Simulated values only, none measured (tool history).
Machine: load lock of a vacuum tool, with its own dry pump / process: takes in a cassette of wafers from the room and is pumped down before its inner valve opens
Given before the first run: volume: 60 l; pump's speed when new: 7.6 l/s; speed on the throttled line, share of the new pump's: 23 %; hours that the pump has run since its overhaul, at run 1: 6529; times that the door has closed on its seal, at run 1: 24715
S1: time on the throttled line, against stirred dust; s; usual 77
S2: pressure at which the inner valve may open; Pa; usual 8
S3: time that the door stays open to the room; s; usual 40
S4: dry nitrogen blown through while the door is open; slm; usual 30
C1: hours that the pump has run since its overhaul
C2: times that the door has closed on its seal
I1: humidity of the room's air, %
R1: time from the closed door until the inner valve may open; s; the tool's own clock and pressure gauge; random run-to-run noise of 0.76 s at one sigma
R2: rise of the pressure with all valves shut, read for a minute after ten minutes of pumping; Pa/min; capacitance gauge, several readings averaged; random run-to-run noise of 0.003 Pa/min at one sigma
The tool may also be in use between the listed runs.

{"run": 1, "hour": 0.0, "S1": 77, "S2": 8, "S3": 40, "S4": 30, "C1": 6529, "C2": 24715, "I1": 45.6, "R1": 138.2, "R2": 0.444}
{"run": 2, "hour": 319.9, "S1": 77, "S2": 11, "S3": 40, "S4": 30, "C1": 6849, "C2": 25809, "I1": 45.4, "R1": 136.9, "R2": 0.472}
{"run": 3, "hour": 782.0, "S1": 77, "S2": 11, "S3": 40, "S4": 30, "C1": 7311, "C2": 27388, "I1": 47.8, "R1": 138.2, "R2": 0.529}
{"run": 4, "hour": 1085.3, "S1": 140, "S2": 8, "S3": 40, "S4": 30, "C1": 7614, "C2": 28424, "I1": 45.8, "R1": 187.6, "R2": 0.556}
{"run": 5, "hour": 1558.5, "S1": 77, "S2": 8, "S3": 40, "S4": 30, "C1": 8087, "C2": 30041, "I1": 45.9, "R1": 141, "R2": 0.607}
{"run": 6, "hour": 2033.1, "S1": 77, "S2": 8, "S3": 40, "S4": 30, "C1": 8562, "C2": 31663, "I1": 41.5, "R1": 140.5, "R2": 0.676}
{"run": 7, "hour": 2380.9, "S1": 77, "S2": 8, "S3": 40, "S4": 30, "C1": 8910, "C2": 32852, "I1": 46.6, "R1": 141.3, "R2": 0.702}
{"hour": 2486.3, "done": "door's seal changed, seat wiped"}
{"run": 8, "hour": 2829.6, "S1": 77, "S2": 8, "S3": 40, "S4": 11, "C1": 9357, "C2": 1173, "I1": 45.6, "R1": 142.1, "R2": 0.037}
{"run": 9, "hour": 3185.7, "S1": 77, "S2": 8, "S3": 157, "S4": 11, "C1": 9713, "C2": 2390, "I1": 45.3, "R1": 141.4, "R2": 0.069}
{"run": 10, "hour": 3729.3, "S1": 77, "S2": 10, "S3": 40, "S4": 30, "C1": 10256, "C2": 4248, "I1": 43.1, "R1": 139.7, "R2": 0.052}
{"hour": 3957.6, "done": "dry pump taken out, an overhauled one fitted"}
{"run": 11, "hour": 4327.8, "S1": 77, "S2": 10, "S3": 40, "S4": 30, "C1": 370, "C2": 6273, "I1": 45, "R1": 133.1, "R2": 0.073}
{"run": 12, "hour": 4762.7, "S1": 77, "S2": 10, "S3": 40, "S4": 30, "C1": 805, "C2": 7759, "I1": 46.7, "R1": 132.9, "R2": 0.096}
{"run": 13, "hour": 5086.7, "S1": 77, "S2": 8, "S3": 134, "S4": 30, "C1": 1129, "C2": 8866, "I1": 47.2, "R1": 136, "R2": 0.129}
{"run": 14, "hour": 5411.6, "S1": 77, "S2": 8, "S3": 134, "S4": 30, "C1": 1454, "C2": 9977, "I1": 48.5, "R1": 134.7, "R2": 0.137}
{"run": 15, "hour": 5963.1, "S1": 41, "S2": 14, "S3": 28, "S4": 16, "C1": 2005, "C2": 11861, "I1": 45.4, "R1": 104.8, "R2": 0.154}
{"run": 16, "hour": 6247.2, "S1": 77, "S2": 7, "S3": 72, "S4": 7, "C1": 2290, "C2": 12832, "I1": 47, "R1": 136.6, "R2": 0.2}
{"run": 17, "hour": 6802.6, "S1": 77, "S2": 7, "S3": 72, "S4": 7, "C1": 2845, "C2": 14730, "I1": 43.3, "R1": 137.2, "R2": 0.234}
{"run": 18, "hour": 7177.3, "S1": 45, "S2": 14, "S3": 105, "S4": 23, "C1": 3220, "C2": 16011, "I1": 44.2, "R1": 106.9, "R2": 0.244}
{"run": 19, "hour": 7643.0, "S1": 43, "S2": 9, "S3": 30, "S4": 5, "C1": 3685, "C2": 17602, "I1": 44.3, "R1": 110.1, "R2": 0.281}
{"run": 20, "hour": 8029.8, "S1": 108, "S2": 8, "S3": 40, "S4": 11, "C1": 4072, "C2": 18924, "I1": 49.4, "R1": 160.5, "R2": 0.311}
{"run": 21, "hour": 8369.9, "S1": 108, "S2": 16, "S3": 48, "S4": 11, "C1": 4412, "C2": 20087, "I1": 45.4, "R1": 155.3, "R2": 0.337}
{"run": 22, "hour": 8947.8, "S1": 108, "S2": 16, "S3": 48, "S4": 11, "C1": 4990, "C2": 22062, "I1": 44.4, "R1": 155.2, "R2": 0.386}
{"run": 23, "hour": 9551.1, "S1": 85, "S2": 12, "S3": 124, "S4": 7, "C1": 5593, "C2": 24123, "I1": 45.3, "R1": 142.1, "R2": 0.468}

Below, some changes in R1 between adjacent runs. For each, the amount present without the hidden state too (settings, incoming material, random variation) and the amount remaining for the hidden state with gauge scatter not shared by both compared results:
Hidden state present: pump's speed, % of a new pump's; leak at the door's seal, Pa l/s; drift of the gauge itself on ready_s, %; drift of the gauge itself on rise_pa_min, %.
Run 3 -> 4: S1 77 -> 140, S2 11 -> 8. R1 +49.4 s: hidden state -1, all else +50.4.
Run 4 -> 5: S1 140 -> 77. R1 -46.6 s: hidden state +2, all else -48.6.
Run 10 -> 11: dry pump taken out, an overhauled one fitted. R1 -6.6 s: hidden state -7.5, all else +0.9.
Run 19 -> 20: S1 43 -> 108, S2 9 -> 8, S3 30 -> 40, S4 5 -> 11. R1 +50.4 s: hidden state -0.3, all else +50.7.

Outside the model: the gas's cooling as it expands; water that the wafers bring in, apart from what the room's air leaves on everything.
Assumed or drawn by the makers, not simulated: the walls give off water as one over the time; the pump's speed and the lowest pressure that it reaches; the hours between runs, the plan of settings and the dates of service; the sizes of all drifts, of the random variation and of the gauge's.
